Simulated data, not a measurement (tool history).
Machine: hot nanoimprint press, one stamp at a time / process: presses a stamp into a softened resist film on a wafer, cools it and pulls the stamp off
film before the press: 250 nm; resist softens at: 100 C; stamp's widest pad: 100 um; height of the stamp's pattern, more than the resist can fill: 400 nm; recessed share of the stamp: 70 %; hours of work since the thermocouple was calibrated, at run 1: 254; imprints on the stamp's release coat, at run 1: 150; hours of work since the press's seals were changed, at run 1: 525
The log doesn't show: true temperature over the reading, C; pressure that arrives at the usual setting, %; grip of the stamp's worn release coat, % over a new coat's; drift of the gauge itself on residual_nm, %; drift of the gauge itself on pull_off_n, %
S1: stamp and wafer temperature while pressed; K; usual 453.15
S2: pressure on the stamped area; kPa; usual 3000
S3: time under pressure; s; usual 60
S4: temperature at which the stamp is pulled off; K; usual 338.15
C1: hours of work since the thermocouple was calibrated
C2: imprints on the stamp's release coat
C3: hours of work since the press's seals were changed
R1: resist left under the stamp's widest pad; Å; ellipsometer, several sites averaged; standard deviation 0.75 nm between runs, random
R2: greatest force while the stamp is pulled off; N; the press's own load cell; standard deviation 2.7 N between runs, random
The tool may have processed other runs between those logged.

| run | hour | S1 | S2 | S3 | S4 | C1 | C2 | C3 | R1 | R2 |
|---|---|---|---|---|---|---|---|---|---|---|
| 1 | 0 | 453.15 | 3000 | 60 | 338.15 | 254 | 150 | 525 | 879 | 128 |
| 2 | 23.6 | 453.15 | 3000 | 60 | 338.15 | 269 | 211 | 539 | 892 | 133 |
| 3 | 53.8 | 453.15 | 3000 | 60 | 338.15 | 288 | 290 | 558 | 889 | 138 |
| 4 | 82.2 | 453.15 | 3000 | 45 | 338.15 | 305 | 364 | 576 | 968 | 135 |
| 5 | 114.4 | 446.15 | 3000 | 60 | 338.15 | 325 | 448 | 596 | 1183 | 138 |
| 6 | 140.2 | 446.15 | 3000 | 60 | 338.15 | 341 | 515 | 612 | 1163 | 139 |
| 7 | 174.8 | 446.15 | 3000 | 60 | 338.15 | 363 | 605 | 633 | 1188 | 142 |
| 8 | 196.1 | 446.15 | 3000 | 60 | 338.15 | 376 | 660 | 647 | 1166 | 141 |
|  | 211.9 | plate thermocouple calibrated |
| 9 | 232.4 | 453.15 | 3000 | 34 | 338.15 | 13 | 747 | 667 | 1051 | 148 |
| 10 | 258.2 | 453.15 | 3000 | 60 | 338.15 | 29 | 814 | 684 | 825 | 151 |
| 11 | 299.3 | 453.15 | 3000 | 60 | 338.15 | 54 | 921 | 709 | 844 | 156 |
|  | 323.1 | plate thermocouple calibrated, once more |
| 12 | 342.2 | 453.15 | 3000 | 33 | 326.15 | 12 | 1025 | 734 | 1165 | 169 |
| 13 | 371.8 | 453.15 | 3000 | 33 | 326.15 | 30 | 1102 | 752 | 1151 | 174 |
| 14 | 405.9 | 453.15 | 1930 | 33 | 331.15 | 52 | 1191 | 774 | 1416 | 169 |
| 15 | 439.4 | 448.15 | 1930 | 33 | 342.15 | 72 | 1278 | 794 | 1690 | 173 |
| 16 | 480.5 | 454.15 | 4160 | 60 | 338.15 | 98 | 1385 | 820 | 740 | 171 |
|  | 495.1 | stamp cleaned and given a new release coat |
| 17 | 508.5 | 454.15 | 4160 | 74 | 338.15 | 112 | 35 | 834 | 680 | 126 |
| 18 | 547.8 | 459.15 | 3710 | 54 | 338.15 | 136 | 138 | 858 | 662 | 127 |
| 19 | 570 | 459.15 | 3710 | 54 | 338.15 | 150 | 195 | 872 | 658 | 134 |
| 20 | 606.7 | 459.15 | 3710 | 54 | 327.15 | 173 | 291 | 895 | 640 | 148 |
|  | 652.2 | press's hydraulic seals changed and the load cell set to zero |
| 21 | 652.2 | 459.15 | 3710 | 54 | 327.15 | 196 | 388 | 0 | 641 | 146 |

Forecast each of these 5 alternatives for the next run:
| A | 673.8 | 445.15 | 3000 | 60 | 336.15 | 209 | 445 | 13 | ? | ? |
| B | 673.8 | 457.15 | 3710 | 54 | 327.15 | 209 | 445 | 13 | ? | ? |
| C | 673.8 | 447.15 | 2090 | 60 | 338.15 | 209 | 445 | 13 | ? | ? |
| D | 673.8 | 445.15 | 4210 | 60 | 338.15 | 209 | 445 | 13 | ? | ? |
| E | 673.8 | 459.15 | 4740 | 54 | 336.15 | 209 | 445 | 13 | ? | ? |

| run | R1 | R2 |
|---|---|---|
| A | 1241 | 144 |
| B | 701 | 148 |
| C | 1370 | 144 |
| D | 1058 | 136 |
| E | 552 | 138 |
Take away the tool's hidden state, keep each run's random variation, and the runs would have read:
| run | R1 | R2 |
|---|---|---|
| A | 1293 | 129 |
| B | 730 | 132 |
| C | 1424 | 129 |
| D | 1106 | 121 |
| E | 575 | 124 |
